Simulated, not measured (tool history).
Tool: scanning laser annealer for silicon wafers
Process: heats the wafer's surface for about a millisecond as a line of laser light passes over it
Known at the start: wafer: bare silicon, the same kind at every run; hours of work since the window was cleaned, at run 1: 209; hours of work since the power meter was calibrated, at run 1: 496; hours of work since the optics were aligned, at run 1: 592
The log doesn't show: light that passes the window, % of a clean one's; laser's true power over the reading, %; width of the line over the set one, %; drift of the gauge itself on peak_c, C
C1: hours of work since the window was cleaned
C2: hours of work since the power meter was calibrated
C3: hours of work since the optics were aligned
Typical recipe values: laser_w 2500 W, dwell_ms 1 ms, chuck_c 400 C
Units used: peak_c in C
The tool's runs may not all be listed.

run 1 hour=0 | laser_w=2500 dwell_ms=1 chuck_c=400 | C1=209 C2=496 C3=592 | peak_c=1237
run 2 hour=14.1 | laser_w=2500 dwell_ms=1 chuck_c=400 | C1=218 C2=505 C3=601 | peak_c=1239
run 3 hour=26.3 | laser_w=2500 dwell_ms=1 chuck_c=364 | C1=226 C2=512 C3=608 | peak_c=1205
run 4 hour=48.2 | laser_w=2500 dwell_ms=1 chuck_c=364 | C1=239 C2=526 C3=622 | peak_c=1201
run 5 hour=68 | laser_w=2500 dwell_ms=1.15 chuck_c=400 | C1=251 C2=538 C3=634 | peak_c=1300
run 6 hour=89.8 | laser_w=2500 dwell_ms=1.15 chuck_c=400 | C1=265 C2=552 C3=648 | peak_c=1300
run 7 hour=112.4 | laser_w=2500 dwell_ms=1 chuck_c=400 | C1=279 C2=566 C3=662 | peak_c=1239
run 8 hour=140.6 | laser_w=2500 dwell_ms=1 chuck_c=400 | C1=296 C2=583 C3=679 | peak_c=1237
run 9 hour=162 | laser_w=2500 dwell_ms=1 chuck_c=400 | C1=309 C2=596 C3=692 | peak_c=1240
run 10 hour=181.6 | laser_w=2500 dwell_ms=1 chuck_c=382 | C1=322 C2=609 C3=705 | peak_c=1219
run 11 hour=207 | laser_w=2716 dwell_ms=1.03 chuck_c=400 | C1=337 C2=624 C3=720 | peak_c=1330
run 12 hour=219.5 | laser_w=2401 dwell_ms=1.05 chuck_c=393 | C1=345 C2=632 C3=728 | peak_c=1212
run 13 hour=243.4 | laser_w=2500 dwell_ms=1.11 chuck_c=400 | C1=360 C2=647 C3=743 | peak_c=1283
run 14 hour=262.3 | laser_w=2588 dwell_ms=1.11 chuck_c=409 | C1=372 C2=658 C3=754 | peak_c=1327
run 15 hour=279.8 | laser_w=2588 dwell_ms=1.11 chuck_c=409 | C1=382 C2=669 C3=765 | peak_c=1329

Alternative continuations, all from the tool just after run 15; predict every row:
run A hour=303.5 | laser_w=2279 dwell_ms=1.01 chuck_c=407 | C1=397 C2=684 C3=780 | peak_c=?
run B hour=303.5 | laser_w=2217 dwell_ms=1.11 chuck_c=423 | C1=397 C2=684 C3=780 | peak_c=?
run C hour=303.5 | laser_w=2562 dwell_ms=1.11 chuck_c=404 | C1=397 C2=684 C3=780 | peak_c=?
run D hour=303.5 | laser_w=2187 dwell_ms=0.77 chuck_c=400 | C1=397 C2=684 C3=780 | peak_c=?
run E hour=303.5 | laser_w=2478 dwell_ms=1 chuck_c=400 | C1=397 C2=684 C3=780 | peak_c=?

run=A peak_c=1167
run=B peak_c=1191
run=C peak_c=1313
run=D peak_c=1028
run=E peak_c=1226
The same runs, with their run-to-run variation unchanged, on a tool lacking any hidden condition would have given:
run=A peak_c=1168
run=B peak_c=1192
run=C peak_c=1314
run=D peak_c=1029
run=E peak_c=1226
